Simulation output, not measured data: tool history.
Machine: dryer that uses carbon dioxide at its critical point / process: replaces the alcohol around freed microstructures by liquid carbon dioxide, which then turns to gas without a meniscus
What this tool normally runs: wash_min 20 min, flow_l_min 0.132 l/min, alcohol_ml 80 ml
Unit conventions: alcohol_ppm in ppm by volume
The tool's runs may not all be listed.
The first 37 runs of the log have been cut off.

run,hour,wash_min,flow_l_min,alcohol_ml,alcohol_ppm
38,1088.2,25,0.132,21,262
39,1117.2,18,0.164,109,1467
# hour 1135.6: inlet filter changed
40,1147.9,19,0.132,80,1331
41,1167.4,19,0.132,80,1399
42,1199.1,15,0.093,80,11069
43,1217.5,15,0.121,80,5129
44,1248.6,20,0.115,80,2147
45,1281.7,13,0.159,63,2684
46,1321.1,13,0.159,31,1405

Branching from run 46: 4 alternative next runs. What would each branch give?
A,1359.4,20,0.132,73,?
B,1359.4,18,0.093,120,?
C,1359.4,20,0.13,108,?
D,1359.4,13,0.087,31,?

run,alcohol_ppm
A,1206
B,11255
C,1899
D,7873
What these runs would have given with no unlogged condition in the tool:
run,alcohol_ppm
A,829
B,9487
C,1371
D,6946
